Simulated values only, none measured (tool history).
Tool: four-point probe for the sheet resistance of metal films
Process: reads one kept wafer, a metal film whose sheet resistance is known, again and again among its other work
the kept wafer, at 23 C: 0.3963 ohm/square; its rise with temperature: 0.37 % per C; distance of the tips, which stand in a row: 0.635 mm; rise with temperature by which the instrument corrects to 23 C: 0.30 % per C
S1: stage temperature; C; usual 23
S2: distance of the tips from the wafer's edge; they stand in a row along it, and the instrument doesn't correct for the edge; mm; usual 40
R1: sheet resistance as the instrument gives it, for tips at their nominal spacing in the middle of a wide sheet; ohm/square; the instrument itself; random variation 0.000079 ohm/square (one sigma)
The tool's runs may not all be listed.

run,hour,S1,S2,R1
1,0,23,40,0.398029
2,32,23,40,0.397908
3,70.2,23,40,0.397872
4,107.6,23,40,0.397902
5,159.1,23,5,0.401357
6,213.8,23,5,0.40111
7,270.5,23,5,0.401178
8,309.4,23,5,0.401358
9,365.2,23,5,0.401303
10,412.1,23,40,0.39786
11,450.4,23,40,0.397879
12,501.2,23,40,0.397863
13,535.9,22,40,0.39745
14,581.3,23,22,0.397981
# hour 590.7: stage's thermometer calibrated
15,626.5,23,22,0.397711
16,670.4,19,40,0.39645
17,704.2,28,40,0.399214
18,731.9,28,40,0.399165
19,769.1,23,40,0.397695
20,816.2,23,40,0.397784
21,857.2,23,40,0.397559
# hour 867.1: stage's thermometer calibrated, once more
22,888.7,23,5,0.401704
23,923.4,20,15,0.397567
24,966.5,20,15,0.397656
25,995,26,40,0.399111
26,1031,34,22,0.401361
27,1054.9,30,22,0.400221
28,1107.4,30,22,0.400357
29,1156.8,20,12,0.397796
30,1183.2,24,11,0.398957
31,1236.1,23,12,0.398684
32,1260.6,23,4,0.403409
33,1314.4,28,11,0.400205
34,1340.9,26,39,0.398916
35,1367.3,20,58,0.397019
36,1414.3,20,58,0.397165
37,1442.9,28,11,0.400136
38,1490.2,28,11,0.40008

Forecast run 39:
39,1535.3,27,16,?

R1: 0.399487 ohm/square
Without the tool's hidden state the same run would have given R1 0.3978 ohm/square.
